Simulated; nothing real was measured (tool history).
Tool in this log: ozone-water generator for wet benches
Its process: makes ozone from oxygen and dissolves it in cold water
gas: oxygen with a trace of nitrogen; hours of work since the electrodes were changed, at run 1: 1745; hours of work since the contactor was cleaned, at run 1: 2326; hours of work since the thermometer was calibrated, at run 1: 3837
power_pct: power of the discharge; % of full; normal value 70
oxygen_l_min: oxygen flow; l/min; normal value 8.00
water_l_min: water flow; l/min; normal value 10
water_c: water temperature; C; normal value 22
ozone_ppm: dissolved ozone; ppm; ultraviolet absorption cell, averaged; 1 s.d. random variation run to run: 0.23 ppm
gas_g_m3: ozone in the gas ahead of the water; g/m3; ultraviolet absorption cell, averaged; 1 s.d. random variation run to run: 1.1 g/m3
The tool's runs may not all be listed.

run	day	power_pct	oxygen_l_min	water_l_min	water_c	hours of work since the electrodes were changed	hours of work since the contactor was cleaned	hours of work since the thermometer was calibrated	ozone_ppm	gas_g_m3
1	0.000	70	8.00	10	22	1745	2326	3837	34.0	189.8
2	3.654	70	8.00	10	22	1819	2400	3911	33.8	188.7
3	5.788	70	8.00	10	22	1862	2443	3954	34.2	189.9
4	8.575	70	8.00	10	22	1918	2499	4010	34.0	192.5
5	12.012	70	12.32	10	22	1988	2569	4080	29.4	147.6
6	15.450	70	8.00	10	22	2057	2638	4149	34.2	192.0
7	17.688	70	8.00	10	22	2102	2683	4194	33.9	191.4
8	19.608	70	8.00	10	22	2141	2722	4233	34.3	191.9
9	23.300	70	8.00	10	20	2216	2797	4308	35.4	190.0
10	26.529	70	8.00	10	20	2281	2862	4373	35.6	191.3
11	29.854	45	11.59	8	19	2348	2929	4440	23.2	103.1
12	32.858	45	11.59	8	19	2409	2990	4501	23.3	102.6
13	35.288	87	6.03	10	22	2458	3039	4550	45.2	275.0
14	39.308	41	12.61	9	28	2539	3120	4631	15.5	91.4
15	41.067	45	8.00	11	22	2575	3156	4667	22.2	128.1
16	44.550	70	4.07	14	22	2645	3226	4737	33.1	283.0
17	48.462	70	6.17	14	14	2724	3305	4816	36.4	224.0
18	51.283	70	6.17	14	14	2781	3362	4873	36.2	223.7
19	54.262	70	6.17	14	14	2841	3422	4933	36.1	225.2
# day 56.921: contactor cleaned
20	57.762	70	8.00	10	16	2909	17	5001	39.6	192.5

Consider 4 possible next runs. They are alternatives, not a sequence: every one starts from the tool as it was left by run 20. What does each give?
A	62.012	70	8.00	7	26	2994	103	5087	?	?
B	62.012	70	8.00	14	23	2994	103	5087	?	?
C	62.012	41	8.23	13	22	2994	103	5087	?	?
D	62.012	70	8.00	9	17	2994	103	5087	?	?

run	ozone_ppm	gas_g_m3
A	34.5	192.3
B	28.8	191.9
C	18.7	116.4
D	40.4	191.4
The same runs, with their run-to-run variation unchanged, on a tool lacking any hidden condition would have given:
run	ozone_ppm	gas_g_m3
A	34.6	189.9
B	28.9	189.4
C	18.7	114.9
D	40.5	189.0

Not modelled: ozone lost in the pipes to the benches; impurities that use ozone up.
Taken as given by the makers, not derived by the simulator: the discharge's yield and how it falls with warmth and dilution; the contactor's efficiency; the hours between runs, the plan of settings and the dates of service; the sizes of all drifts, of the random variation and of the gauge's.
